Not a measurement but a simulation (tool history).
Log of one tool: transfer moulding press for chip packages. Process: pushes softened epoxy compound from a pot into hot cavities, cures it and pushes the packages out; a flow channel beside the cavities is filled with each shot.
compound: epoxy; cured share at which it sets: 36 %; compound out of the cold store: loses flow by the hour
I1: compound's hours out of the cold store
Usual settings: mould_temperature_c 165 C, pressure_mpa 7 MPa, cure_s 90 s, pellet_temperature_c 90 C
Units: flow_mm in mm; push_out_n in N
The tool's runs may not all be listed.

Run 1, hour 0: usual settings; I1 17.9. Result: flow_mm 934 mm, push_out_n 854 N.
Run 2, hour 6.1: usual settings but pressure_mpa 8.78 MPa; I1 45.4. Result: flow_mm 912 mm, push_out_n 808 N.
At hour 11.5: cavities cleaned with cleaning compound and waxed.
Run 3, hour 12.8: usual settings but pressure_mpa 8.78 MPa; I1 16.7. Result: flow_mm 1047 mm, push_out_n 390 N.
Run 4, hour 17.3: usual settings but pressure_mpa 8.78 MPa; I1 35.9. Result: flow_mm 952 mm, push_out_n 443 N.
Run 5, hour 26.2: usual settings but pressure_mpa 6.18 MPa; I1 37.6. Result: flow_mm 796 mm, push_out_n 544 N.
Run 6, hour 30.8: usual settings but pressure_mpa 6.18 MPa; I1 40.6. Result: flow_mm 781 mm, push_out_n 581 N.
Run 7, hour 35.2: usual settings but pressure_mpa 6.28 MPa; I1 31.6. Result: flow_mm 826 mm, push_out_n 616 N.
Run 8, hour 40.6: usual settings but pressure_mpa 6.28 MPa; I1 45.8. Result: flow_mm 769 mm, push_out_n 619 N.
Run 9, hour 50: usual settings but pressure_mpa 6.28 MPa; I1 16.2. Result: flow_mm 889 mm, push_out_n 709 N.
Run 10, hour 59.7: usual settings but pressure_mpa 6.28 MPa; I1 33. Result: flow_mm 813 mm, push_out_n 711 N.
Run 11, hour 69.6: usual settings; I1 35.6. Result: flow_mm 848 mm, push_out_n 733 N.
Run 12, hour 78.9: usual settings; I1 33.9. Result: flow_mm 856 mm, push_out_n 798 N.
Run 13, hour 88.9: usual settings but mould_temperature_c 170 C; I1 28.5. Result: flow_mm 860 mm, push_out_n 715 N.
Run 14, hour 94.7: usual settings but mould_temperature_c 170 C, cure_s 102 s; I1 23.4. Result: flow_mm 879 mm, push_out_n 712 N.
Run 15, hour 104.8: usual settings but mould_temperature_c 170 C, cure_s 102 s; I1 44.4. Result: flow_mm 793 mm, push_out_n 725 N.
At hour 111.9: cavities cleaned with cleaning compound and waxed.
Run 16, hour 112.9: usual settings but cure_s 112 s, pellet_temperature_c 91 C; I1 41.7. Result: flow_mm 821 mm, push_out_n 336 N.
Run 17, hour 120.2: usual settings but cure_s 112 s, pellet_temperature_c 91 C; I1 14.6. Result: flow_mm 937 mm, push_out_n 422 N.
Run 18, hour 127.1: usual settings but cure_s 112 s, pellet_temperature_c 91 C; I1 30.8. Result: flow_mm 868 mm, push_out_n 474 N.
Run 19, hour 136.4: usual settings but pressure_mpa 6.25 MPa, cure_s 112 s, pellet_temperature_c 98 C; I1 47.5. Result: flow_mm 750 mm, push_out_n 542 N.
Run 20, hour 146.1: usual settings but mould_temperature_c 162 C, pressure_mpa 8.23 MPa, cure_s 94 s, pellet_temperature_c 98 C; I1 20.1. Result: flow_mm 999 mm, push_out_n 698 N.
Run 21, hour 150.8: usual settings but pressure_mpa 5.28 MPa, pellet_temperature_c 92 C; I1 31.9. Result: flow_mm 745 mm, push_out_n 692 N.
Run 22, hour 160.8: usual settings but mould_temperature_c 164 C, pressure_mpa 5.28 MPa, cure_s 121 s, pellet_temperature_c 92 C; I1 38.7. Result: flow_mm 720 mm, push_out_n 623 N.
Run 23, hour 166.2: usual settings but mould_temperature_c 164 C, pressure_mpa 5.28 MPa, cure_s 121 s, pellet_temperature_c 92 C; I1 33.5. Result: flow_mm 742 mm, push_out_n 658 N.
Run 24, hour 173.2: usual settings but pressure_mpa 6.15 MPa, pellet_temperature_c 87 C; I1 15.5. Result: flow_mm 870 mm, push_out_n 802 N.
Run 25, hour 182.2: usual settings but mould_temperature_c 169 C, pressure_mpa 6.15 MPa, pellet_temperature_c 98 C; I1 38.9. Result: flow_mm 761 mm, push_out_n 705 N.
Run 26, hour 186.4: usual settings but mould_temperature_c 169 C, pressure_mpa 6.15 MPa, pellet_temperature_c 98 C; I1 31.4. Result: flow_mm 787 mm, push_out_n 725 N.
Run 27, hour 192.1: usual settings but mould_temperature_c 172 C, pressure_mpa 6.95 MPa, cure_s 92 s; I1 10.3. Result: flow_mm 926 mm, push_out_n 750 N.

Run 28 comes next. What will it give?
Run 28, hour 201.3: usual settings but mould_temperature_c 172 C, pressure_mpa 6 MPa, cure_s 75 s; I1 29.1. Result: flow_mm ?, push_out_n ?.

flow_mm: 781 mm
push_out_n: 790 N
Without the tool's hidden state the same run would have given flow_mm 805 mm, push_out_n 349 N.

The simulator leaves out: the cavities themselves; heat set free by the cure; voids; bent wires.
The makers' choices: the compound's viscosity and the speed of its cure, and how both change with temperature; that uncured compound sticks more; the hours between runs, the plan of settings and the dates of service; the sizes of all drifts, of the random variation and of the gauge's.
